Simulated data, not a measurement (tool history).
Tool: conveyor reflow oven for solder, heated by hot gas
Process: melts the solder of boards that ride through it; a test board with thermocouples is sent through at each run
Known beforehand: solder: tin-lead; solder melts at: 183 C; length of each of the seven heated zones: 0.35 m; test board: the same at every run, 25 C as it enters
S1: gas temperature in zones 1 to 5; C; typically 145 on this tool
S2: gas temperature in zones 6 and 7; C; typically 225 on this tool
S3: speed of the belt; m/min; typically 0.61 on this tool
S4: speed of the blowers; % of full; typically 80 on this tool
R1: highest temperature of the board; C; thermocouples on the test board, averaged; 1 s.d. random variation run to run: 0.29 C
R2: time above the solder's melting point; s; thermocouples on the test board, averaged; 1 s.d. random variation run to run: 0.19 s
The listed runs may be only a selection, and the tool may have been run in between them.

{"run": 1, "hour": 0.0, "S1": 145, "S2": 225, "S3": 0.61, "S4": 80, "R1": 214.5, "R2": 53.3}
{"run": 2, "hour": 10.8, "S1": 145, "S2": 225, "S3": 0.61, "S4": 80, "R1": 215.1, "R2": 53.4}
{"run": 3, "hour": 23.1, "S1": 145, "S2": 225, "S3": 0.61, "S4": 80, "R1": 214.5, "R2": 53.8}
{"run": 4, "hour": 33.0, "S1": 145, "S2": 225, "S3": 0.61, "S4": 80, "R1": 214.7, "R2": 53.4}
{"run": 5, "hour": 42.2, "S1": 145, "S2": 225, "S3": 0.61, "S4": 80, "R1": 214.9, "R2": 53.9}
{"run": 6, "hour": 51.9, "S1": 145, "S2": 225, "S3": 0.61, "S4": 80, "R1": 214.4, "R2": 53.4}
{"run": 7, "hour": 61.5, "S1": 145, "S2": 225, "S3": 0.61, "S4": 80, "R1": 214.9, "R2": 53.7}
{"run": 8, "hour": 73.4, "S1": 145, "S2": 225, "S3": 0.61, "S4": 80, "R1": 214.4, "R2": 53.5}
{"run": 9, "hour": 81.3, "S1": 145, "S2": 221, "S3": 0.61, "S4": 80, "R1": 211, "R2": 51.2}
{"run": 10, "hour": 89.4, "S1": 145, "S2": 221, "S3": 0.61, "S4": 80, "R1": 211, "R2": 51}
{"run": 11, "hour": 96.7, "S1": 145, "S2": 221, "S3": 0.61, "S4": 80, "R1": 211.4, "R2": 51}
{"run": 12, "hour": 104.2, "S1": 145, "S2": 221, "S3": 0.61, "S4": 80, "R1": 211.3, "R2": 50.7}
{"run": 13, "hour": 112.9, "S1": 133, "S2": 225, "S3": 0.61, "S4": 80, "R1": 213.4, "R2": 48.6}
{"run": 14, "hour": 125.5, "S1": 145, "S2": 225, "S3": 0.61, "S4": 80, "R1": 215.5, "R2": 53.4}
{"hour": 135.0, "done": "flux residue cleaned out of gas plates and filters"}
{"run": 15, "hour": 135.9, "S1": 145, "S2": 230, "S3": 0.61, "S4": 80, "R1": 219.5, "R2": 56.4}
{"run": 16, "hour": 141.2, "S1": 145, "S2": 225, "S3": 0.61, "S4": 74, "R1": 213.9, "R2": 52.4}
{"run": 17, "hour": 150.2, "S1": 132, "S2": 229, "S3": 0.614, "S4": 69, "R1": 213.9, "R2": 47.2}
{"run": 18, "hour": 158.9, "S1": 132, "S2": 229, "S3": 0.614, "S4": 69, "R1": 214.2, "R2": 47.8}
{"run": 19, "hour": 171.8, "S1": 150, "S2": 232, "S3": 0.614, "S4": 69, "R1": 219.4, "R2": 57.2}
{"run": 20, "hour": 183.3, "S1": 133, "S2": 225, "S3": 0.61, "S4": 83, "R1": 213.6, "R2": 49.2}
{"run": 21, "hour": 196.0, "S1": 133, "S2": 222, "S3": 0.61, "S4": 83, "R1": 211.4, "R2": 47}
{"run": 22, "hour": 208.5, "S1": 153, "S2": 226, "S3": 0.61, "S4": 80, "R1": 217.2, "R2": 58.2}
{"run": 23, "hour": 215.2, "S1": 151, "S2": 227, "S3": 0.605, "S4": 57, "R1": 213, "R2": 52.8}
{"run": 24, "hour": 226.0, "S1": 151, "S2": 227, "S3": 0.605, "S4": 57, "R1": 212.6, "R2": 53.3}
{"run": 25, "hour": 235.0, "S1": 151, "S2": 227, "S3": 0.605, "S4": 57, "R1": 212.9, "R2": 53.1}
{"run": 26, "hour": 246.2, "S1": 152, "S2": 219, "S3": 0.593, "S4": 86, "R1": 211.4, "R2": 56.1}
{"run": 27, "hour": 258.8, "S1": 152, "S2": 219, "S3": 0.593, "S4": 86, "R1": 211.9, "R2": 56.2}
{"run": 28, "hour": 270.9, "S1": 151, "S2": 218, "S3": 0.564, "S4": 88, "R1": 211.8, "R2": 59}
{"run": 29, "hour": 280.6, "S1": 157, "S2": 237, "S3": 0.656, "S4": 80, "R1": 225.3, "R2": 59.1}
{"run": 30, "hour": 286.8, "S1": 145, "S2": 239, "S3": 0.61, "S4": 80, "R1": 228, "R2": 60.2}
{"run": 31, "hour": 297.2, "S1": 145, "S2": 239, "S3": 0.61, "S4": 65, "R1": 223.7, "R2": 58.1}

Alternative continuations, all from the tool just after run 31; predict every row:
{"run": "A", "hour": 304.8, "S1": 151, "S2": 226, "S3": 0.61, "S4": 80, "R1": "?", "R2": "?"}
{"run": "B", "hour": 304.8, "S1": 145, "S2": 225, "S3": 0.711, "S4": 65, "R1": "?", "R2": "?"}
{"run": "C", "hour": 304.8, "S1": 157, "S2": 225, "S3": 0.665, "S4": 65, "R1": "?", "R2": "?"}

run=A R1=216.4 R2=56.7
run=B R1=206.8 R2=38.4
run=C R1=211.7 R2=50.3
Take away the tool's hidden state, keep each run's random variation, and the runs would have read:
run=A R1=216.5 R2=56.8
run=B R1=206.9 R2=38.4
run=C R1=211.8 R2=50.3
